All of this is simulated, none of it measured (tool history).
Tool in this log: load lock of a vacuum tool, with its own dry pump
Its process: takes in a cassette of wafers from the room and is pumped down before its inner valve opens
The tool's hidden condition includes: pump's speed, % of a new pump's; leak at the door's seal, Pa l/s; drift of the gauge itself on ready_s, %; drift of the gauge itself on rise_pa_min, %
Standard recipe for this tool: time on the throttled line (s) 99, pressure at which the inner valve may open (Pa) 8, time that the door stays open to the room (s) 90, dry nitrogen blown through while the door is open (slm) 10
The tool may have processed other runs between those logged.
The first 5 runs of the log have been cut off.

run      day  time on the throttled line (s)  pressure at which the inner valve may open (Pa)  time that the door stays open to the room (s)  dry nitrogen blown through while the door is open (slm)  hours that the pump has run since its overhaul  times that the door has closed on its seal  incoming humidity of the room's air, %  time from the closed door until the inner valve may open (s)  rise of the pressure with all valves shut (Pa/min)
  6   66.612                              99                                                8                                             90                                                       10                                           14203                                        6368                                    44.6                                                         176.8                                               0.042
  7   85.646                              99                                                8                                             90                                                       10                                           14660                                        8555                                      45                                                         177.7                                               0.044
      87.233  -- dry pump taken out, an overhauled one fitted
  8   98.567                              99                                                8                                             90                                                       10                                             272                                       10011                                    47.4                                                         164.4                                                0.05
  9  114.529                              99                                                8                                             90                                                       10                                             655                                       11845                                    46.7                                                         164.7                                               0.053
 10  122.454                              99                                                8                                             90                                                        8                                             845                                       12755                                    44.6                                                         165.9                                               0.055
 11  137.479                             108                                                8                                             90                                                       10                                            1206                                       14482                                    43.2                                                         172.5                                               0.057
 12  151.758                             108                                                8                                             90                                                       10                                            1549                                       16122                                    46.8                                                         174.1                                               0.055
 13  159.888                              99                                                8                                             90                                                       10                                            1744                                       17056                                    45.6                                                         166.1                                               0.065
 14  173.125                              99                                                8                                             90                                                       10                                            2061                                       18577                                    45.2                                                         165.7                                                0.07
 15  184.879                              99                                                8                                             90                                                       10                                            2344                                       19928                                    43.8                                                         165.9                                               0.075
 16  194.675                              99                                                8                                             90                                                       10                                            2579                                       21053                                    41.7                                                         165.9                                               0.074
 17  209.496                              77                                               12                                             90                                                       10                                            2934                                       22756                                      47                                                         144.5                                               0.081
 18  219.283                              99                                                8                                            196                                                       13                                            3169                                       23880                                      47                                                         167.4                                               0.111
 19  232.362                              99                                                8                                             90                                                        4                                            3483                                       25383                                    42.2                                                         166.8                                               0.098
 20  242.792                              99                                                8                                             90                                                        4                                            3733                                       26581                                    45.9                                                         167.5                                               0.108
 21  258.883                              68                                                8                                            119                                                       24                                            4120                                       28430                                    46.3                                                         141.8                                                 0.1
 22  266.683                              68                                                8                                            119                                                       24                                            4307                                       29326                                    45.4                                                         142.1                                               0.095
 23  280.979                              68                                                9                                            119                                                       24                                            4650                                       30968                                    44.6                                                         141.1                                               0.107
 24  296.846                             195                                               16                                             30                                                       19                                            5031                                       32791                                    43.1                                                         241.7                                               0.104
 25  310.488                             195                                               16                                             30                                                       19                                            5358                                       34359                                    42.7                                                         241.8                                               0.108
 26  318.825                             181                                               16                                             30                                                       19                                            5558                                       35316                                    41.2                                                         229.1                                               0.108
 27  337.112                             181                                                8                                             40                                                       19                                            5997                                       37418                                      48                                                         237.5                                               0.125
 28  354.467                              99                                                8                                             30                                                       31                                            6414                                       39411                                    45.9                                                         167.9                                                0.13
 29  366.792                              99                                                8                                            204                                                       31                                            6709                                       40827                                    43.1                                                         169.4                                               0.162
 30  385.167                             100                                               14                                             90                                                       10                                            7150                                       42938                                    43.4                                                         165.1                                               0.167

Predict each of these 3 candidate next runs independently; none follows another, all start after run 30:
  A  399.442                             100                                               14                                             90                                                       22                                            7493                                       44578                                    45.2                                                             ?                                                   ?
  B  399.442                             154                                               10                                             29                                                       10                                            7493                                       44578                                    42.7                                                             ?                                                   ?
  C  399.442                             100                                               16                                             90                                                       10                                            7493                                       44578                                    46.2                                                             ?                                                   ?

run  time from the closed door until the inner valve may open (s)  rise of the pressure with all valves shut (Pa/min)
  A                                                         166.2                                               0.168
  B                                                         214.2                                               0.156
  C                                                         164.6                                               0.175
With the hidden condition removed and each run's random variation left untouched, the same runs would have given:
run  time from the closed door until the inner valve may open (s)  rise of the pressure with all valves shut (Pa/min)
  A                                                         161.3                                               0.023
  B                                                         209.6                                                0.01
  C                                                         159.7                                               0.032
